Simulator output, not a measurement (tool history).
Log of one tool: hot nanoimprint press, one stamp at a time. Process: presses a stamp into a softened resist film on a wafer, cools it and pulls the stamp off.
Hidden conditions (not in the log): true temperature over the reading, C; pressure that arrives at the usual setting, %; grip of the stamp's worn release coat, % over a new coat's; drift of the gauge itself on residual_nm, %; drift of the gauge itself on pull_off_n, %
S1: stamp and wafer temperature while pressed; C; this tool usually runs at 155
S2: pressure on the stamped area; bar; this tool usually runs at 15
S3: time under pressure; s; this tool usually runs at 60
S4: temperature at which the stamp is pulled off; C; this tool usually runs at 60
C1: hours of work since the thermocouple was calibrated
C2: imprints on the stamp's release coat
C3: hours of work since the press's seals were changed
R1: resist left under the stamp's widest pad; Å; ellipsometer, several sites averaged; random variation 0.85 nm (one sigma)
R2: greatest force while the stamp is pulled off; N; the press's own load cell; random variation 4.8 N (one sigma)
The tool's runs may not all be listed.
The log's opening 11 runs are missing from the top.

| run | hour | S1 | S2 | S3 | S4 | C1 | C2 | C3 | R1 | R2 |
|---|---|---|---|---|---|---|---|---|---|---|
| 12 | 123.2 | 155 | 15 | 93 | 60 | 11 | 614 | 158 | 2565 | 239 |
| 13 | 133.6 | 155 | 15 | 93 | 60 | 16 | 633 | 162 | 2592 | 238 |
| 14 | 141.4 | 155 | 23.8 | 93 | 60 | 20 | 648 | 166 | 2058 | 241 |
| 15 | 150.2 | 155 | 23.8 | 93 | 60 | 24 | 665 | 170 | 2063 | 246 |
| 16 | 163.1 | 155 | 23.8 | 93 | 60 | 30 | 689 | 176 | 2053 | 239 |
| 17 | 172.2 | 150 | 15 | 37 | 60 | 34 | 706 | 180 | 3931 | 236 |
| 18 | 180.8 | 155 | 9.4 | 82 | 60 | 38 | 722 | 184 | 3284 | 240 |
| 19 | 191.1 | 155 | 9.4 | 82 | 60 | 43 | 742 | 189 | 3275 | 244 |
| 20 | 202.5 | 164 | 9.4 | 120 | 60 | 48 | 763 | 194 | 2070 | 237 |
| 21 | 215.3 | 144 | 18.9 | 92 | 55 | 54 | 788 | 200 | 3655 | 242 |
| 22 | 228.4 | 150 | 14 | 31 | 56 | 60 | 812 | 206 | 4118 | 245 |
| 23 | 240.5 | 150 | 14 | 31 | 56 | 65 | 835 | 211 | 4107 | 244 |
| 24 | 256.2 | 150 | 14 | 31 | 46 | 72 | 865 | 219 | 4106 | 249 |
| 25 | 267.2 | 150 | 14 | 31 | 46 | 77 | 886 | 224 | 4114 | 255 |
| 26 | 276.6 | 162 | 15 | 42 | 59 | 82 | 904 | 228 | 2546 | 249 |
| 27 | 291.8 | 144 | 15 | 60 | 60 | 89 | 932 | 235 | 4195 | 231 |
| 28 | 298.4 | 161 | 15 | 42 | 58 | 92 | 945 | 238 | 2644 | 244 |
| 29 | 308.7 | 161 | 15 | 49 | 58 | 96 | 964 | 243 | 2525 | 242 |
| 30 | 322.7 | 154 | 15 | 49 | 56 | 103 | 991 | 249 | 3247 | 247 |

Branching from run 30: 3 alternative next runs. What would each branch give?
| A | 329.2 | 155 | 11.9 | 60 | 48 | 106 | 1003 | 252 | ? | ? |
| B | 329.2 | 155 | 15.9 | 60 | 60 | 106 | 1003 | 252 | ? | ? |
| C | 329.2 | 147 | 22.9 | 60 | 62 | 106 | 1003 | 252 | ? | ? |

| run | R1 | R2 |
|---|---|---|
| A | 3272 | 261 |
| B | 2902 | 229 |
| C | 3387 | 234 |
What these runs would have given with no unlogged condition in the tool:
| run | R1 | R2 |
|---|---|---|
| A | 3271 | 260 |
| B | 2901 | 227 |
| C | 3385 | 232 |
